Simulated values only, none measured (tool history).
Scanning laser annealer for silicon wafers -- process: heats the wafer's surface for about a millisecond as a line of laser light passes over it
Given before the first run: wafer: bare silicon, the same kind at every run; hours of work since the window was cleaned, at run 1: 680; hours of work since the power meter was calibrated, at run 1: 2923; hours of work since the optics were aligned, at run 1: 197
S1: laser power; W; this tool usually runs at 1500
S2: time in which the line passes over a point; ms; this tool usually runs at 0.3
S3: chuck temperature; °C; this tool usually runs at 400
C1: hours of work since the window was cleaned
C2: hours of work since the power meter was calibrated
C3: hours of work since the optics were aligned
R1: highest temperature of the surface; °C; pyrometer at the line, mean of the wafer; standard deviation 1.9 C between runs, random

{"run": 1, "hour": 0.0, "S1": 1500, "S2": 0.3, "S3": 400, "C1": 680, "C2": 2923, "C3": 197, "R1": 1138}
{"run": 2, "hour": 44.3, "S1": 1375, "S2": 0.3, "S3": 400, "C1": 715, "C2": 2958, "C3": 232, "R1": 1054}
{"run": 3, "hour": 95.3, "S1": 1500, "S2": 0.3, "S3": 400, "C1": 755, "C2": 2999, "C3": 272, "R1": 1135}
{"run": 4, "hour": 175.8, "S1": 1500, "S2": 0.3, "S3": 400, "C1": 819, "C2": 3062, "C3": 336, "R1": 1132}
{"run": 5, "hour": 250.0, "S1": 1500, "S2": 0.3, "S3": 400, "C1": 877, "C2": 3121, "C3": 395, "R1": 1124}
{"hour": 267.3, "done": "window over the wafer cleaned"}
{"run": 6, "hour": 323.3, "S1": 1500, "S2": 0.3, "S3": 400, "C1": 44, "C2": 3178, "C3": 451, "R1": 1156}
{"run": 7, "hour": 371.8, "S1": 1326, "S2": 0.3, "S3": 400, "C1": 83, "C2": 3216, "C3": 490, "R1": 1043}
{"run": 8, "hour": 433.1, "S1": 1500, "S2": 0.3, "S3": 400, "C1": 131, "C2": 3264, "C3": 538, "R1": 1151}
{"run": 9, "hour": 481.4, "S1": 1500, "S2": 0.269, "S3": 400, "C1": 169, "C2": 3303, "C3": 576, "R1": 1108}

Run 10 is up next; what results do you expect?
{"hour": 489.4, "done": "laser's power meter calibrated"}
{"run": 10, "hour": 530.9, "S1": 1396, "S2": 0.3, "S3": 400, "C1": 206, "C2": 33, "C3": 613, "R1": "?"}

For run 10 the tool returned R1 1064 °C.
Were there no unlogged condition in the tool, this run, its random variation unchanged, would have produced R1 1121 °C.
